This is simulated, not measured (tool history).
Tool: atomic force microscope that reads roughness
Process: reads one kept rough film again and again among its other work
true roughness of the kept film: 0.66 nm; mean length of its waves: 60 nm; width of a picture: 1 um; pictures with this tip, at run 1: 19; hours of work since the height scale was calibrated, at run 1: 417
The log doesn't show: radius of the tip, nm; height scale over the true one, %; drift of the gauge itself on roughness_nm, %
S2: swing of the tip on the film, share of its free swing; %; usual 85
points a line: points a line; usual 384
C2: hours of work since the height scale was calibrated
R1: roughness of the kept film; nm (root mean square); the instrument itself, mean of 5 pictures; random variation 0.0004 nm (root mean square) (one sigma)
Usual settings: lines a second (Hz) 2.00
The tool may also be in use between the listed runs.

run 1 hour=0.0 | lines_a_second_(Hz)=2.00 S2=85 points_a_line=384 | pictures_with_this_tip=19 C2=417 | R1=0.5281
run 2 hour=20.3 | lines_a_second_(Hz)=2.00 S2=85 points_a_line=384 | pictures_with_this_tip=52 C2=429 | R1=0.5281
run 3 hour=32.3 | lines_a_second_(Hz)=2.00 S2=85 points_a_line=384 | pictures_with_this_tip=72 C2=437 | R1=0.5278
run 4 hour=49.6 | lines_a_second_(Hz)=2.00 S2=85 points_a_line=384 | pictures_with_this_tip=101 C2=447 | R1=0.5274
run 5 hour=64.9 | lines_a_second_(Hz)=2.00 S2=67 points_a_line=384 | pictures_with_this_tip=126 C2=456 | R1=0.6004
run 6 hour=79.4 | lines_a_second_(Hz)=2.00 S2=69 points_a_line=384 | pictures_with_this_tip=150 C2=465 | R1=0.5930
-- hour=84.4 new tip fitted
run 7 hour=97.2 | lines_a_second_(Hz)=2.00 S2=69 points_a_line=384 | pictures_with_this_tip=21 C2=476 | R1=0.5958
run 8 hour=113.6 | lines_a_second_(Hz)=2.00 S2=85 points_a_line=437 | pictures_with_this_tip=48 C2=486 | R1=0.5289
run 9 hour=135.0 | lines_a_second_(Hz)=2.00 S2=85 points_a_line=437 | pictures_with_this_tip=83 C2=499 | R1=0.5278
run 10 hour=145.7 | lines_a_second_(Hz)=2.00 S2=85 points_a_line=437 | pictures_with_this_tip=101 C2=505 | R1=0.5279
run 11 hour=160.7 | lines_a_second_(Hz)=2.00 S2=59 points_a_line=437 | pictures_with_this_tip=126 C2=515 | R1=0.6233
run 12 hour=178.9 | lines_a_second_(Hz)=2.00 S2=59 points_a_line=437 | pictures_with_this_tip=156 C2=526 | R1=0.6225
-- hour=180.5 new tip fitted
run 13 hour=201.8 | lines_a_second_(Hz)=2.00 S2=85 points_a_line=384 | pictures_with_this_tip=35 C2=539 | R1=0.5293
run 14 hour=224.3 | lines_a_second_(Hz)=2.00 S2=85 points_a_line=684 | pictures_with_this_tip=72 C2=553 | R1=0.5289
run 15 hour=242.8 | lines_a_second_(Hz)=2.00 S2=85 points_a_line=684 | pictures_with_this_tip=103 C2=564 | R1=0.5286
run 16 hour=254.8 | lines_a_second_(Hz)=2.00 S2=64 points_a_line=384 | pictures_with_this_tip=123 C2=572 | R1=0.6099
-- hour=277.1 new tip fitted
run 17 hour=277.1 | lines_a_second_(Hz)=2.00 S2=64 points_a_line=384 | pictures_with_this_tip=0 C2=585 | R1=0.6117
run 18 hour=298.3 | lines_a_second_(Hz)=2.00 S2=85 points_a_line=316 | pictures_with_this_tip=35 C2=598 | R1=0.5286
run 19 hour=319.6 | lines_a_second_(Hz)=2.00 S2=79 points_a_line=384 | pictures_with_this_tip=70 C2=611 | R1=0.5574
run 20 hour=329.7 | lines_a_second_(Hz)=2.00 S2=85 points_a_line=384 | pictures_with_this_tip=87 C2=617 | R1=0.5283
run 21 hour=351.9 | lines_a_second_(Hz)=3.32 S2=85 points_a_line=384 | pictures_with_this_tip=124 C2=631 | R1=0.4672
-- hour=373.4 new tip fitted
run 22 hour=373.4 | lines_a_second_(Hz)=3.32 S2=85 points_a_line=384 | pictures_with_this_tip=0 C2=643 | R1=0.4690
run 23 hour=389.0 | lines_a_second_(Hz)=0.72 S2=85 points_a_line=384 | pictures_with_this_tip=26 C2=653 | R1=0.6074
run 24 hour=411.2 | lines_a_second_(Hz)=2.00 S2=85 points_a_line=384 | pictures_with_this_tip=63 C2=666 | R1=0.5299
run 25 hour=426.2 | lines_a_second_(Hz)=2.00 S2=85 points_a_line=781 | pictures_with_this_tip=88 C2=676 | R1=0.5304
run 26 hour=440.6 | lines_a_second_(Hz)=2.00 S2=85 points_a_line=781 | pictures_with_this_tip=112 C2=684 | R1=0.5303
run 27 hour=452.4 | lines_a_second_(Hz)=2.00 S2=85 points_a_line=781 | pictures_with_this_tip=131 C2=692 | R1=0.5299
run 28 hour=462.5 | lines_a_second_(Hz)=2.00 S2=85 points_a_line=264 | pictures_with_this_tip=148 C2=698 | R1=0.5277
-- hour=469.3 new tip fitted
run 29 hour=481.5 | lines_a_second_(Hz)=1.14 S2=86 points_a_line=369 | pictures_with_this_tip=20 C2=709 | R1=0.5764
run 30 hour=495.6 | lines_a_second_(Hz)=2.59 S2=89 points_a_line=278 | pictures_with_this_tip=44 C2=718 | R1=0.4764
run 31 hour=512.4 | lines_a_second_(Hz)=0.81 S2=89 points_a_line=543 | pictures_with_this_tip=72 C2=728 | R1=0.5913
run 32 hour=531.6 | lines_a_second_(Hz)=2.41 S2=55 points_a_line=384 | pictures_with_this_tip=103 C2=740 | R1=0.6283
run 33 hour=551.7 | lines_a_second_(Hz)=2.94 S2=87 points_a_line=269 | pictures_with_this_tip=137 C2=752 | R1=0.4707
-- hour=565.3 new tip fitted
run 34 hour=565.3 | lines_a_second_(Hz)=2.94 S2=87 points_a_line=269 | pictures_with_this_tip=0 C2=760 | R1=0.4728
run 35 hour=577.6 | lines_a_second_(Hz)=0.65 S2=85 points_a_line=384 | pictures_with_this_tip=21 C2=767 | R1=0.6137
run 36 hour=591.5 | lines_a_second_(Hz)=1.06 S2=73 points_a_line=384 | pictures_with_this_tip=44 C2=776 | R1=0.6188
run 37 hour=606.1 | lines_a_second_(Hz)=3.55 S2=73 points_a_line=283 | pictures_with_this_tip=68 C2=785 | R1=0.5332
run 38 hour=622.0 | lines_a_second_(Hz)=3.21 S2=60 points_a_line=384 | pictures_with_this_tip=94 C2=794 | R1=0.6022
run 39 hour=639.1 | lines_a_second_(Hz)=0.99 S2=77 points_a_line=725 | pictures_with_this_tip=122 C2=805 | R1=0.6121
run 40 hour=655.1 | lines_a_second_(Hz)=1.91 S2=85 points_a_line=993 | pictures_with_this_tip=149 C2=815 | R1=0.5350
-- hour=661.8 new tip fitted
run 41 hour=671.3 | lines_a_second_(Hz)=1.91 S2=85 points_a_line=993 | pictures_with_this_tip=16 C2=824 | R1=0.5374
run 42 hour=681.4 | lines_a_second_(Hz)=3.33 S2=66 points_a_line=384 | pictures_with_this_tip=33 C2=830 | R1=0.5776
run 43 hour=701.5 | lines_a_second_(Hz)=1.65 S2=72 points_a_line=384 | pictures_with_this_tip=66 C2=843 | R1=0.6004
run 44 hour=722.2 | lines_a_second_(Hz)=1.80 S2=68 points_a_line=502 | pictures_with_this_tip=100 C2=855 | R1=0.6069
run 45 hour=741.2 | lines_a_second_(Hz)=0.97 S2=84 points_a_line=384 | pictures_with_this_tip=132 C2=867 | R1=0.5942
-- hour=759.1 new tip fitted
run 46 hour=760.8 | lines_a_second_(Hz)=0.97 S2=84 points_a_line=384 | pictures_with_this_tip=3 C2=878 | R1=0.5965
run 47 hour=772.8 | lines_a_second_(Hz)=2.00 S2=85 points_a_line=436 | pictures_with_this_tip=23 C2=886 | R1=0.5331
run 48 hour=794.5 | lines_a_second_(Hz)=1.31 S2=70 points_a_line=357 | pictures_with_this_tip=59 C2=899 | R1=0.6177
run 49 hour=807.1 | lines_a_second_(Hz)=1.31 S2=70 points_a_line=357 | pictures_with_this_tip=80 C2=907 | R1=0.6171
run 50 hour=828.7 | lines_a_second_(Hz)=3.27 S2=62 points_a_line=384 | pictures_with_this_tip=116 C2=920 | R1=0.5958
run 51 hour=843.1 | lines_a_second_(Hz)=1.10 S2=66 points_a_line=384 | pictures_with_this_tip=139 C2=929 | R1=0.6316
-- hour=856.3 new tip fitted
run 52 hour=857.0 | lines_a_second_(Hz)=0.63 S2=85 points_a_line=1018 | pictures_with_this_tip=2 C2=937 | R1=0.6179
run 53 hour=871.5 | lines_a_second_(Hz)=0.63 S2=85 points_a_line=1018 | pictures_with_this_tip=26 C2=946 | R1=0.6180

Hidden state at the last listed run before each entry between runs and at the first one after, where it differs:
Between runs 6 and 7: new tip fitted (hour 84.4)
  radius of the tip, nm: 14.4 -> 8.2; height scale over the true one, %: 0.78 -> 0.8
  measured less the result without the state, R1: +0.0015 -> +0.0043 nm (root mean square)
Between runs 12 and 13: new tip fitted (hour 180.5)
  radius of the tip, nm: 14.5 -> 9.4; height scale over the true one, %: 0.89 -> 0.91
  measured less the result without the state, R1: +0.0022 -> +0.0039 nm (root mean square)
Between runs 16 and 17: new tip fitted (hour 277.1)
  radius of the tip, nm: 13.8 -> 7.9; height scale over the true one, %: 0.97 -> 1
  measured less the result without the state, R1: +0.0030 -> +0.0056 nm (root mean square)
Between runs 21 and 22: new tip fitted (hour 373.4)
  radius of the tip, nm: 13.9 -> 7.1; height scale over the true one, %: 1.08 -> 1.1
  measured less the result without the state, R1: +0.0027 -> +0.0050 nm (root mean square)
Between runs 28 and 29: new tip fitted (hour 469.3)
  radius of the tip, nm: 14.6 -> 8.6; height scale over the true one, %: 1.19 -> 1.21
  measured less the result without the state, R1: +0.0034 -> +0.0062 nm (root mean square)
Between runs 33 and 34: new tip fitted (hour 565.3)
  radius of the tip, nm: 14.4 -> 7.4; height scale over the true one, %: 1.29 -> 1.31
  measured less the result without the state, R1: +0.0035 -> +0.0060 nm (root mean square)
Between runs 40 and 41: new tip fitted (hour 661.8)
  radius of the tip, nm: 14.6 -> 7.8; height scale over the true one, %: 1.4 -> 1.42
  measured less the result without the state, R1: +0.0045 -> +0.0072 nm (root mean square)
Between runs 45 and 46: new tip fitted (hour 759.1)
  radius of the tip, nm: 13.7 -> 7.2; height scale over the true one, %: 1.5 -> 1.52
  measured less the result without the state, R1: +0.0060 -> +0.0088 nm (root mean square)
Between runs 51 and 52: new tip fitted (hour 856.3)
  radius of the tip, nm: 13.8 -> 7.7; height scale over the true one, %: 1.61 -> 1.62
  measured less the result without the state, R1: +0.0069 -> +0.0095 nm (root mean square)
